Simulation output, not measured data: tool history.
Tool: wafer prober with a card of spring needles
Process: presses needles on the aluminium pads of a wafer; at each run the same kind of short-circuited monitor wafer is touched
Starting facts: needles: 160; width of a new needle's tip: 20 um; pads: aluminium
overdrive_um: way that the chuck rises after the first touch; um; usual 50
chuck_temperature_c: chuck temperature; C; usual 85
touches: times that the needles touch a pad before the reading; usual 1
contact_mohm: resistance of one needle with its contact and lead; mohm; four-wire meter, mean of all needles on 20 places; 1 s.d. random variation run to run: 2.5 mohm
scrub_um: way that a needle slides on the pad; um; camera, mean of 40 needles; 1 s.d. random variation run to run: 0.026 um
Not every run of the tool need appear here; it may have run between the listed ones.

Run 1, hour 0.0: usual settings. Result: contact_mohm 298 mohm, scrub_um 8.89 um.
Run 2, hour 13.7: usual settings. Result: contact_mohm 452 mohm, scrub_um 8.87 um.
At hour 21.2: tips cleaned on abrasive film.
Run 3, hour 22.0: usual settings. Result: contact_mohm 314 mohm, scrub_um 8.86 um.
Run 4, hour 28.5: usual settings. Result: contact_mohm 399 mohm, scrub_um 8.86 um.
Run 5, hour 35.1: usual settings. Result: contact_mohm 455 mohm, scrub_um 8.84 um.
At hour 42.5: tips cleaned on abrasive film.
Run 6, hour 50.2: usual settings. Result: contact_mohm 405 mohm, scrub_um 8.86 um.
Run 7, hour 59.7: usual settings but chuck_temperature_c 41 C. Result: contact_mohm 473 mohm, scrub_um 8.86 um.
At hour 63.1: tips cleaned on abrasive film.
Run 8, hour 69.7: usual settings. Result: contact_mohm 388 mohm, scrub_um 8.78 um.
At hour 84.2: tips cleaned on abrasive film.
Run 9, hour 84.6: usual settings. Result: contact_mohm 309 mohm, scrub_um 8.79 um.
Run 10, hour 91.4: usual settings. Result: contact_mohm 408 mohm, scrub_um 8.82 um.
Run 11, hour 97.8: usual settings. Result: contact_mohm 457 mohm, scrub_um 8.85 um.
At hour 104.8: tips cleaned on abrasive film.
Run 12, hour 105.0: usual settings but overdrive_um 70 um. Result: contact_mohm 287 mohm, scrub_um 12.42 um.
Run 13, hour 113.5: usual settings but overdrive_um 70 um. Result: contact_mohm 348 mohm, scrub_um 12.38 um.
At hour 125.2: tips cleaned on abrasive film.
Run 14, hour 126.5: usual settings but overdrive_um 70 um. Result: contact_mohm 306 mohm, scrub_um 12.39 um.
Run 15, hour 133.9: usual settings but overdrive_um 70 um. Result: contact_mohm 353 mohm, scrub_um 12.42 um.
Run 16, hour 145.2: usual settings. Result: contact_mohm 487 mohm, scrub_um 8.80 um.
At hour 146.3: tips cleaned on abrasive film.
Run 17, hour 157.4: usual settings. Result: contact_mohm 449 mohm, scrub_um 8.76 um.
At hour 167.1: tips cleaned on abrasive film.
Run 18, hour 170.0: usual settings but chuck_temperature_c 97 C, touches 3. Result: contact_mohm 318 mohm, scrub_um 8.75 um.
Run 19, hour 179.9: usual settings but chuck_temperature_c 33 C, touches 3. Result: contact_mohm 341 mohm, scrub_um 8.77 um.
Run 20, hour 186.7: usual settings but overdrive_um 60 um, chuck_temperature_c 46 C. Result: contact_mohm 425 mohm, scrub_um 10.51 um.
At hour 187.4: tips cleaned on abrasive film.
Run 21, hour 196.5: usual settings but overdrive_um 60 um, chuck_temperature_c 46 C. Result: contact_mohm 376 mohm, scrub_um 10.55 um.
At hour 207.7: tips cleaned on abrasive film.
Run 22, hour 211.2: usual settings but overdrive_um 55 um, chuck_temperature_c 47 C. Result: contact_mohm 336 mohm, scrub_um 9.63 um.
Run 23, hour 222.4: usual settings but overdrive_um 67 um, chuck_temperature_c 32 C, touches 2. Result: contact_mohm 338 mohm, scrub_um 11.78 um.
At hour 229.2: tips cleaned on abrasive film.
Run 24, hour 235.0: usual settings but chuck_temperature_c 35 C, touches 2. Result: contact_mohm 348 mohm, scrub_um 8.69 um.
Run 25, hour 246.4: usual settings but chuck_temperature_c 35 C, touches 2. Result: contact_mohm 402 mohm, scrub_um 8.67 um.
At hour 250.2: tips cleaned on abrasive film.
Run 26, hour 257.6: usual settings but chuck_temperature_c 35 C, touches 2. Result: contact_mohm 359 mohm, scrub_um 8.64 um.
At hour 267.1: height of the first contact set anew.
At hour 271.5: tips cleaned on abrasive film.
Run 27, hour 271.5: usual settings but chuck_temperature_c 35 C, touches 2. Result: contact_mohm 287 mohm, scrub_um 9.03 um.
Run 28, hour 286.5: usual settings but overdrive_um 60 um, chuck_temperature_c 35 C. Result: contact_mohm 415 mohm, scrub_um 10.86 um.
At hour 292.8: tips cleaned on abrasive film.
Run 29, hour 298.6: usual settings but overdrive_um 68 um, chuck_temperature_c 30 C. Result: contact_mohm 331 mohm, scrub_um 12.34 um.
Run 30, hour 313.0: usual settings but overdrive_um 35 um, chuck_temperature_c 40 C, touches 2. Result: contact_mohm 535 mohm, scrub_um 6.30 um.

The next listed run, before its measurement:
At hour 313.9: tips cleaned on abrasive film.
Run 31, hour 322.9: usual settings but overdrive_um 44 um. Result: contact_mohm ?, scrub_um ?.

Logged for run 31: contact_mohm 467 mohm, scrub_um 7.94 um.
Were there no unlogged condition in the tool, this run, its random variation unchanged, would have produced contact_mohm 290 mohm, scrub_um 8.00 um.
